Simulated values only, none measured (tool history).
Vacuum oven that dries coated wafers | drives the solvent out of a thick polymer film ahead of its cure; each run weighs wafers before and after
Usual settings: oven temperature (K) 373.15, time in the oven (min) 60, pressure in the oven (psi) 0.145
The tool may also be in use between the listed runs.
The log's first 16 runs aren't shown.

{"run": 17, "day": 40.008, "oven temperature (K)": 373.15, "time in the oven (min)": 60, "pressure in the oven (psi)": 0.145, "solvent left in the film (%)": 2.66}
{"run": 18, "day": 42.171, "oven temperature (K)": 373.15, "time in the oven (min)": 60, "pressure in the oven (psi)": 0.145, "solvent left in the film (%)": 2.61}
{"run": 19, "day": 45.812, "oven temperature (K)": 373.15, "time in the oven (min)": 60, "pressure in the oven (psi)": 0.145, "solvent left in the film (%)": 2.66}
{"run": 20, "day": 49.154, "oven temperature (K)": 373.15, "time in the oven (min)": 60, "pressure in the oven (psi)": 0.145, "solvent left in the film (%)": 2.64}
{"run": 21, "day": 51.742, "oven temperature (K)": 373.15, "time in the oven (min)": 55, "pressure in the oven (psi)": 0.199, "solvent left in the film (%)": 3.16}
{"run": 22, "day": 54.35, "oven temperature (K)": 379.15, "time in the oven (min)": 55, "pressure in the oven (psi)": 0.145, "solvent left in the film (%)": 1.81}
{"run": 23, "day": 56.538, "oven temperature (K)": 363.15, "time in the oven (min)": 60, "pressure in the oven (psi)": 0.215, "solvent left in the film (%)": 5.44}
{"run": 24, "day": 58.417, "oven temperature (K)": 363.15, "time in the oven (min)": 60, "pressure in the oven (psi)": 0.215, "solvent left in the film (%)": 5.46}
{"run": 25, "day": 61.021, "oven temperature (K)": 373.15, "time in the oven (min)": 76, "pressure in the oven (psi)": 0.145, "solvent left in the film (%)": 1.66}
{"run": 26, "day": 63.496, "oven temperature (K)": 373.15, "time in the oven (min)": 82, "pressure in the oven (psi)": 0.348, "solvent left in the film (%)": 1.68}
{"run": 27, "day": 66.412, "oven temperature (K)": 373.15, "time in the oven (min)": 32, "pressure in the oven (psi)": 0.088, "solvent left in the film (%)": 6.71}
{"run": 28, "day": 69.842, "oven temperature (K)": 367.15, "time in the oven (min)": 30, "pressure in the oven (psi)": 0.189, "solvent left in the film (%)": 9.12}
{"run": 29, "day": 73.308, "oven temperature (K)": 374.15, "time in the oven (min)": 60, "pressure in the oven (psi)": 0.145, "solvent left in the film (%)": 2.37}
{"run": 30, "day": 76.496, "oven temperature (K)": 374.15, "time in the oven (min)": 60, "pressure in the oven (psi)": 0.145, "solvent left in the film (%)": 2.45}
{"run": 31, "day": 78.021, "oven temperature (K)": 365.15, "time in the oven (min)": 58, "pressure in the oven (psi)": 0.116, "solvent left in the film (%)": 4.86}

Run 32 comes next. What will it give?
{"run": 32, "day": 80.175, "oven temperature (K)": 366.15, "time in the oven (min)": 31, "pressure in the oven (psi)": 0.129, "solvent left in the film (%)": "?"}

solvent left in the film (%): 9.07
Without the tool's hidden state the same run would have given solvent left in the film (%) 9.03.

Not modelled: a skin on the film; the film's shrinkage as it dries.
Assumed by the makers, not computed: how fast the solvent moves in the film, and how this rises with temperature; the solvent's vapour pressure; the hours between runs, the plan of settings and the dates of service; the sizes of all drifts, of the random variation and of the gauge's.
